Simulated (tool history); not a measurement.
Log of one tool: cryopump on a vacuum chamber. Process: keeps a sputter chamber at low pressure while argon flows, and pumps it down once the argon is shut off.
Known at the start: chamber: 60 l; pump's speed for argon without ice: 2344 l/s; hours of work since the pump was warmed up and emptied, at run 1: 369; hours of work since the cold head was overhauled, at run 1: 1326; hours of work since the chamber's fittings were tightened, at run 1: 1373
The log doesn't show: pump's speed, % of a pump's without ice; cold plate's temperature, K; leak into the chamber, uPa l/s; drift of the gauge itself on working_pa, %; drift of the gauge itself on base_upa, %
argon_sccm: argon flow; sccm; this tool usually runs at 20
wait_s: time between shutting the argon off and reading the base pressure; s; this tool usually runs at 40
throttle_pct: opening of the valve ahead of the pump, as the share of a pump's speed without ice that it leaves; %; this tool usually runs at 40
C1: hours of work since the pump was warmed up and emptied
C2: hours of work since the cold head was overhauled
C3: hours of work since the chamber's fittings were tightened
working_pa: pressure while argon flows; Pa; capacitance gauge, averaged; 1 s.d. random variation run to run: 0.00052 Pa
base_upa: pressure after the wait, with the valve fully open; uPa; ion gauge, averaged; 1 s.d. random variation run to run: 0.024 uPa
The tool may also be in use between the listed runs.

run 1 hour=0.0 | argon_sccm=20 wait_s=40 throttle_pct=40 | C1=369 C2=1326 C3=1373 | working_pa=0.0385 base_upa=2.04
run 2 hour=37.4 | argon_sccm=20 wait_s=40 throttle_pct=28 | C1=390 C2=1348 C3=1394 | working_pa=0.0532 base_upa=2.07
run 3 hour=81.8 | argon_sccm=20 wait_s=40 throttle_pct=18 | C1=415 C2=1373 C3=1420 | working_pa=0.0820 base_upa=2.13
run 4 hour=136.7 | argon_sccm=13 wait_s=40 throttle_pct=40 | C1=446 C2=1404 C3=1451 | working_pa=0.0258 base_upa=2.16
run 5 hour=187.0 | argon_sccm=13 wait_s=29 throttle_pct=40 | C1=475 C2=1433 C3=1479 | working_pa=0.0247 base_upa=2.50
run 6 hour=233.2 | argon_sccm=13 wait_s=29 throttle_pct=40 | C1=501 C2=1459 C3=1506 | working_pa=0.0250 base_upa=2.50
-- hour=251.4 leaking fittings of the chamber tightened, without venting
run 7 hour=285.8 | argon_sccm=20 wait_s=40 throttle_pct=55 | C1=530 C2=1488 C3=20 | working_pa=0.0292 base_upa=0.96
run 8 hour=349.6 | argon_sccm=20 wait_s=40 throttle_pct=55 | C1=567 C2=1524 C3=56 | working_pa=0.0300 base_upa=1.03
run 9 hour=403.4 | argon_sccm=20 wait_s=40 throttle_pct=55 | C1=597 C2=1555 C3=87 | working_pa=0.0304 base_upa=1.05
run 10 hour=435.0 | argon_sccm=20 wait_s=40 throttle_pct=40 | C1=615 C2=1573 C3=105 | working_pa=0.0395 base_upa=1.07
run 11 hour=479.5 | argon_sccm=20 wait_s=40 throttle_pct=40 | C1=641 C2=1598 C3=130 | working_pa=0.0395 base_upa=1.11
run 12 hour=521.1 | argon_sccm=20 wait_s=40 throttle_pct=38 | C1=664 C2=1622 C3=154 | working_pa=0.0422 base_upa=1.13
run 13 hour=568.0 | argon_sccm=20 wait_s=32 throttle_pct=40 | C1=691 C2=1649 C3=180 | working_pa=0.0405 base_upa=1.34
run 14 hour=598.7 | argon_sccm=20 wait_s=32 throttle_pct=40 | C1=708 C2=1666 C3=198 | working_pa=0.0408 base_upa=1.38
run 15 hour=626.5 | argon_sccm=20 wait_s=34 throttle_pct=40 | C1=724 C2=1682 C3=214 | working_pa=0.0404 base_upa=1.32
run 16 hour=670.0 | argon_sccm=20 wait_s=34 throttle_pct=40 | C1=749 C2=1707 C3=238 | working_pa=0.0415 base_upa=1.31
run 17 hour=718.7 | argon_sccm=20 wait_s=34 throttle_pct=40 | C1=777 C2=1735 C3=266 | working_pa=0.0405 base_upa=1.42
run 18 hour=761.2 | argon_sccm=35 wait_s=130 throttle_pct=40 | C1=801 C2=1759 C3=290 | working_pa=0.0732 base_upa=0.71
run 19 hour=791.6 | argon_sccm=20 wait_s=40 throttle_pct=51 | C1=818 C2=1776 C3=308 | working_pa=0.0338 base_upa=1.28
run 20 hour=825.7 | argon_sccm=20 wait_s=40 throttle_pct=51 | C1=838 C2=1796 C3=327 | working_pa=0.0336 base_upa=1.31
run 21 hour=887.5 | argon_sccm=30 wait_s=141 throttle_pct=21 | C1=873 C2=1831 C3=362 | working_pa=0.1117 base_upa=0.78
-- hour=949.8 pump warmed up, emptied and cooled again
run 22 hour=950.9 | argon_sccm=30 wait_s=141 throttle_pct=21 | C1=1 C2=1864 C3=396 | working_pa=0.1046 base_upa=0.68
run 23 hour=996.8 | argon_sccm=30 wait_s=141 throttle_pct=21 | C1=27 C2=1890 C3=422 | working_pa=0.1033 base_upa=0.68
run 24 hour=1050.0 | argon_sccm=30 wait_s=141 throttle_pct=21 | C1=57 C2=1920 C3=452 | working_pa=0.1040 base_upa=0.68
run 25 hour=1098.4 | argon_sccm=30 wait_s=141 throttle_pct=21 | C1=85 C2=1948 C3=480 | working_pa=0.1048 base_upa=0.72
run 26 hour=1133.6 | argon_sccm=20 wait_s=31 throttle_pct=40 | C1=105 C2=1968 C3=500 | working_pa=0.0366 base_upa=1.55
run 27 hour=1164.4 | argon_sccm=39 wait_s=31 throttle_pct=30 | C1=122 C2=1986 C3=517 | working_pa=0.0962 base_upa=1.58
run 28 hour=1217.6 | argon_sccm=39 wait_s=31 throttle_pct=30 | C1=153 C2=2016 C3=547 | working_pa=0.0957 base_upa=1.57
run 29 hour=1284.8 | argon_sccm=23 wait_s=31 throttle_pct=33 | C1=191 C2=2054 C3=586 | working_pa=0.0520 base_upa=1.65
run 30 hour=1330.0 | argon_sccm=22 wait_s=82 throttle_pct=40 | C1=217 C2=2080 C3=611 | working_pa=0.0414 base_upa=1.03
run 31 hour=1381.2 | argon_sccm=21 wait_s=65 throttle_pct=29 | C1=246 C2=2109 C3=641 | working_pa=0.0543 base_upa=1.18
run 32 hour=1442.8 | argon_sccm=22 wait_s=193 throttle_pct=41 | C1=281 C2=2144 C3=676 | working_pa=0.0411 base_upa=0.89
run 33 hour=1487.4 | argon_sccm=22 wait_s=193 throttle_pct=41 | C1=306 C2=2170 C3=701 | working_pa=0.0406 base_upa=0.92

Across each entry between runs, compare the hidden state at the last listed run before it with the hidden state at the first listed run after it:
From run 6 to run 7: leaking fittings of the chamber tightened, without venting (hour 251.4)
  pump's speed, % of a pump's without ice: 84 -> 83.1; cold plate's temperature, K: 12.63 -> 12.64; leak into the chamber, uPa l/s: 2836 -> 358
  what was measured, less what the result would be without the hidden state, working_pa: +0.0020 -> +0.0032 Pa; base_upa: +1.30 -> +0.06 uPa
From run 21 to run 22: pump warmed up, emptied and cooled again (hour 949.8)
  pump's speed, % of a pump's without ice: 72.4 -> 99.8; cold plate's temperature, K: 12.78 -> 12.79; leak into the chamber, uPa l/s: 928 -> 984
  what was measured, less what the result would be without the hidden state, working_pa: +0.0088 -> +0.0004 Pa; base_upa: +0.43 -> +0.31 uPa
